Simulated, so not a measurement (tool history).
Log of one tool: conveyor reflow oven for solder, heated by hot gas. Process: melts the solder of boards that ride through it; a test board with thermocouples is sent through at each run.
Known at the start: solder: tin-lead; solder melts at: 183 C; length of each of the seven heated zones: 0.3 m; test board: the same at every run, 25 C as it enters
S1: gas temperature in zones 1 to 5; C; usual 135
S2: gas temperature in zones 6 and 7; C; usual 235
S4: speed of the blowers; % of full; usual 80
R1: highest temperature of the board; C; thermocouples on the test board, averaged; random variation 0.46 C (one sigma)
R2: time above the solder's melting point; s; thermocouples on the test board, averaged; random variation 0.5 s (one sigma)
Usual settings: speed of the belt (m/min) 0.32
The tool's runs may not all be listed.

run 1 hour=0 | S1=135 S2=235 speed_of_the_belt_(m/min)=0.32 S4=80 | R1=222.1 R2=88.2
run 2 hour=40 | S1=135 S2=235 speed_of_the_belt_(m/min)=0.377 S4=80 | R1=215.9 R2=69.2
run 3 hour=64.2 | S1=135 S2=235 speed_of_the_belt_(m/min)=0.32 S4=80 | R1=220.5 R2=87.9
-- hour=93.2 flux residue cleaned out of gas plates and filters
run 4 hour=114.3 | S1=135 S2=233 speed_of_the_belt_(m/min)=0.32 S4=80 | R1=219.6 R2=88.1
run 5 hour=141.4 | S1=135 S2=249 speed_of_the_belt_(m/min)=0.32 S4=80 | R1=234.5 R2=98.5
run 6 hour=181.4 | S1=135 S2=235 speed_of_the_belt_(m/min)=0.32 S4=80 | R1=220.5 R2=88.4
-- hour=193.9 thermocouples of zones 6 and 7 changed
run 7 hour=206.4 | S1=135 S2=235 speed_of_the_belt_(m/min)=0.32 S4=80 | R1=221.2 R2=89.8
run 8 hour=237.3 | S1=135 S2=239 speed_of_the_belt_(m/min)=0.32 S4=80 | R1=225.6 R2=92.2
-- hour=245.6 belt drive overhauled, speed set with a stopwatch
run 9 hour=262.7 | S1=135 S2=238 speed_of_the_belt_(m/min)=0.32 S4=80 | R1=224 R2=91.3
run 10 hour=291.7 | S1=135 S2=235 speed_of_the_belt_(m/min)=0.32 S4=80 | R1=220.8 R2=88.8
-- hour=313.8 flux residue cleaned out of gas plates and filters
run 11 hour=321.7 | S1=149 S2=235 speed_of_the_belt_(m/min)=0.32 S4=71 | R1=222.8 R2=97.5
run 12 hour=349.7 | S1=142 S2=236 speed_of_the_belt_(m/min)=0.347 S4=75 | R1=221.7 R2=84.1
run 13 hour=368.9 | S1=135 S2=230 speed_of_the_belt_(m/min)=0.28 S4=62 | R1=217.5 R2=97.2
-- hour=385.5 belt drive overhauled, speed set with a stopwatch, once more
run 14 hour=398.7 | S1=135 S2=239 speed_of_the_belt_(m/min)=0.32 S4=51 | R1=217.4 R2=81.6
run 15 hour=429.3 | S1=144 S2=226 speed_of_the_belt_(m/min)=0.348 S4=71 | R1=211.3 R2=73.5
run 16 hour=451.1 | S1=143 S2=227 speed_of_the_belt_(m/min)=0.32 S4=61 | R1=211.5 R2=79.9
run 17 hour=486.1 | S1=135 S2=238 speed_of_the_belt_(m/min)=0.361 S4=80 | R1=220.7 R2=75.4
run 18 hour=516 | S1=135 S2=249 speed_of_the_belt_(m/min)=0.275 S4=80 | R1=237.4 R2=119.1
-- hour=534.9 flux residue cleaned out of gas plates and filters
run 19 hour=546.3 | S1=135 S2=249 speed_of_the_belt_(m/min)=0.275 S4=80 | R1=238.4 R2=119.3

Forecast each of these 4 alternatives for the next run:
run A hour=573.4 | S1=124 S2=249 speed_of_the_belt_(m/min)=0.275 S4=80 | R1=? R2=?
run B hour=573.4 | S1=135 S2=235 speed_of_the_belt_(m/min)=0.32 S4=82 | R1=? R2=?
run C hour=573.4 | S1=135 S2=235 speed_of_the_belt_(m/min)=0.305 S4=80 | R1=? R2=?
run D hour=573.4 | S1=135 S2=234 speed_of_the_belt_(m/min)=0.32 S4=80 | R1=? R2=?

run=A R1=237.3 R2=113.5
run=B R1=221.9 R2=89.5
run=C R1=223 R2=94
run=D R1=219.9 R2=88.6
Without the tool's hidden state the same runs would have given:
run=A R1=238.7 R2=114.4
run=B R1=223.3 R2=90.7
run=C R1=224.4 R2=95.2
run=D R1=221.3 R2=89.8

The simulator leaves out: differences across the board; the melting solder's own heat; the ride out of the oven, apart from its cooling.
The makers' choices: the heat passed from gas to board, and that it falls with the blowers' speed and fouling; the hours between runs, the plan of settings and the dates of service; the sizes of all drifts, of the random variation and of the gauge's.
